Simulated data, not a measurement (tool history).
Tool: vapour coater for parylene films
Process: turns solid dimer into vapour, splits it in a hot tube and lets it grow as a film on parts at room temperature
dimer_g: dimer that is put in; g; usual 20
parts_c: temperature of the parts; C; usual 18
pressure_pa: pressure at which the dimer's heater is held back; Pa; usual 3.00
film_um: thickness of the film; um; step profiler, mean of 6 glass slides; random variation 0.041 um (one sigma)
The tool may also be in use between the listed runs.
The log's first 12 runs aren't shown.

{"run": 13, "hour": 277.9, "dimer_g": 15, "parts_c": 18, "pressure_pa": 3.0, "film_um": 3.14}
{"run": 14, "hour": 294.0, "dimer_g": 15, "parts_c": 18, "pressure_pa": 3.0, "film_um": 3.14}
{"run": 15, "hour": 308.2, "dimer_g": 15, "parts_c": 18, "pressure_pa": 3.0, "film_um": 3.11}
{"run": 16, "hour": 327.2, "dimer_g": 15, "parts_c": 18, "pressure_pa": 3.0, "film_um": 3.14}
{"run": 17, "hour": 344.0, "dimer_g": 15, "parts_c": 18, "pressure_pa": 3.0, "film_um": 3.1}
{"run": 18, "hour": 369.2, "dimer_g": 15, "parts_c": 18, "pressure_pa": 3.0, "film_um": 3.13}
{"run": 19, "hour": 382.5, "dimer_g": 15, "parts_c": 18, "pressure_pa": 3.0, "film_um": 3.09}
{"hour": 389.0, "done": "trap's valve overhauled"}
{"run": 20, "hour": 400.9, "dimer_g": 15, "parts_c": 18, "pressure_pa": 3.0, "film_um": 3.31}
{"run": 21, "hour": 431.8, "dimer_g": 15, "parts_c": 18, "pressure_pa": 3.0, "film_um": 3.24}
{"run": 22, "hour": 456.4, "dimer_g": 15, "parts_c": 18, "pressure_pa": 3.0, "film_um": 3.35}
{"run": 23, "hour": 486.7, "dimer_g": 15, "parts_c": 18, "pressure_pa": 3.0, "film_um": 3.3}
{"run": 24, "hour": 508.3, "dimer_g": 11, "parts_c": 18, "pressure_pa": 3.0, "film_um": 2.42}
{"run": 25, "hour": 534.4, "dimer_g": 28, "parts_c": 16, "pressure_pa": 3.0, "film_um": 6.51}
{"run": 26, "hour": 561.0, "dimer_g": 20, "parts_c": 19, "pressure_pa": 7.65, "film_um": 3.86}
{"run": 27, "hour": 590.9, "dimer_g": 20, "parts_c": 19, "pressure_pa": 7.65, "film_um": 3.79}
{"run": 28, "hour": 621.7, "dimer_g": 20, "parts_c": 19, "pressure_pa": 2.22, "film_um": 4.35}

The next listed run, before its measurement:
{"run": 29, "hour": 646.1, "dimer_g": 20, "parts_c": 19, "pressure_pa": 2.22, "film_um": "?"}

film_um: 4.25 um
Without the tool's hidden state the same run would have given film_um 4.37 um.
